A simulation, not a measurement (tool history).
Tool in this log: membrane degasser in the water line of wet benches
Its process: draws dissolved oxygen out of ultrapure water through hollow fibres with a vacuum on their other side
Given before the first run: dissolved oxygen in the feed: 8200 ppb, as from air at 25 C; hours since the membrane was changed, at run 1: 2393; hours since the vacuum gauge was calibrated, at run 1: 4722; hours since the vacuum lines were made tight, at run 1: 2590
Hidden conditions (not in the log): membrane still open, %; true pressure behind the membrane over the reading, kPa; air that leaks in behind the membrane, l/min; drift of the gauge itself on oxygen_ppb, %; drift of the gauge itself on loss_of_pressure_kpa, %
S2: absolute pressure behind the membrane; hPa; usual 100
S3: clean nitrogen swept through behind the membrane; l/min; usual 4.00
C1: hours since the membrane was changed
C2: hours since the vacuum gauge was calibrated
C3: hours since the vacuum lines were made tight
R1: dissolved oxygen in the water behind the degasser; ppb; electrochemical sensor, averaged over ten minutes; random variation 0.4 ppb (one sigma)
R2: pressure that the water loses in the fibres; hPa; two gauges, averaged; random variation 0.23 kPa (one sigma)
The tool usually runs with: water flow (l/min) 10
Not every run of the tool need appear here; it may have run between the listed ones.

Run 1, hour 0.0: usual settings; C1 2393; C2 4722; C3 2590. Result: R1 46.6 ppb, R2 597.6 hPa.
Run 2, hour 89.2: usual settings; C1 2482; C2 4811; C3 2679. Result: R1 46.5 ppb, R2 596.5 hPa.
Run 3, hour 168.5: usual settings but water flow (l/min) 14; C1 2562; C2 4891; C3 2759. Result: R1 69.3 ppb, R2 835.2 hPa.
Run 4, hour 272.2: usual settings but water flow (l/min) 14; C1 2665; C2 4994; C3 2862. Result: R1 69.6 ppb, R2 838.1 hPa.
Run 5, hour 368.3: usual settings but water flow (l/min) 14; C1 2761; C2 5090; C3 2958. Result: R1 70.4 ppb, R2 838.4 hPa.
Run 6, hour 527.1: usual settings; C1 2920; C2 5249; C3 3117. Result: R1 47.1 ppb, R2 597.8 hPa.
Run 7, hour 619.1: usual settings; C1 3012; C2 5341; C3 3209. Result: R1 46.7 ppb, R2 597.0 hPa.
Run 8, hour 701.6: usual settings; C1 3095; C2 5424; C3 3292. Result: R1 47.0 ppb, R2 597.4 hPa.
Run 9, hour 811.7: usual settings; C1 3205; C2 5534; C3 3402. Result: R1 47.3 ppb, R2 600.9 hPa.
Run 10, hour 950.2: usual settings but S2 72 hPa; C1 3343; C2 5672; C3 3540. Result: R1 29.0 ppb, R2 599.9 hPa.
Run 11, hour 1081.9: usual settings but S2 72 hPa; C1 3475; C2 5804; C3 3672. Result: R1 29.4 ppb, R2 604.1 hPa.
At hour 1220.4: vacuum gauge calibrated.
Run 12, hour 1226.2: usual settings but water flow (l/min) 7, S2 96 hPa, S3 1.65 l/min; C1 3619; C2 6; C3 3816. Result: R1 71.2 ppb, R2 421.0 hPa.
Run 13, hour 1311.3: usual settings but water flow (l/min) 7; C1 3704; C2 91; C3 3901. Result: R1 32.1 ppb, R2 416.4 hPa.
Run 14, hour 1437.7: usual settings but water flow (l/min) 13, S2 189 hPa, S3 5.00 l/min; C1 3830; C2 217; C3 4027. Result: R1 110.1 ppb, R2 785.8 hPa.
Run 15, hour 1569.5: usual settings but water flow (l/min) 14, S2 189 hPa, S3 5.00 l/min; C1 3962; C2 349; C3 4159. Result: R1 121.2 ppb, R2 847.6 hPa.
Run 16, hour 1730.2: usual settings but water flow (l/min) 14, S2 189 hPa, S3 5.00 l/min; C1 4123; C2 510; C3 4320. Result: R1 120.0 ppb, R2 840.0 hPa.
Run 17, hour 1802.0: usual settings but water flow (l/min) 14, S2 189 hPa, S3 5.00 l/min; C1 4195; C2 582; C3 4392. Result: R1 120.8 ppb, R2 845.1 hPa.
Run 18, hour 1910.8: usual settings but water flow (l/min) 8, S2 154 hPa, S3 4.36 l/min; C1 4303; C2 690; C3 4500. Result: R1 59.5 ppb, R2 485.1 hPa.
Run 19, hour 2036.5: usual settings but S2 67 hPa, S3 3.18 l/min; C1 4429; C2 816; C3 4626. Result: R1 31.0 ppb, R2 604.9 hPa.
At hour 2056.0: seals of the vacuum lines changed.
Run 20, hour 2206.7: usual settings but S2 247 hPa, S3 10.53 l/min; C1 4597; C2 984; C3 151. Result: R1 53.8 ppb, R2 606.5 hPa.

4 ways to go on from here, each from the tool as it stands after run 20. What would each give?
Run A, hour 2317.0: usual settings but S2 69 hPa, S3 1.86 l/min; C1 4708; C2 1095; C3 261. Result: R1 ?, R2 ?.
Run B, hour 2317.0: usual settings but water flow (l/min) 12; C1 4708; C2 1095; C3 261. Result: R1 ?, R2 ?.
Run C, hour 2317.0: usual settings but S2 247 hPa, S3 10.53 l/min; C1 4708; C2 1095; C3 261. Result: R1 ?, R2 ?.
Run D, hour 2317.0: usual settings but water flow (l/min) 11, S2 111 hPa, S3 1.76 l/min; C1 4708; C2 1095; C3 261. Result: R1 ?, R2 ?.

run     R1     R2
  A   51.3  606.4
  B   56.0  727.3
  C   55.0  605.8
  D  121.6  667.9
Take away the tool's hidden state, keep each run's random variation, and the runs would have read:
run     R1     R2
  A   49.7  590.3
  B   54.3  708.0
  C   54.2  589.7
  D  119.6  650.2
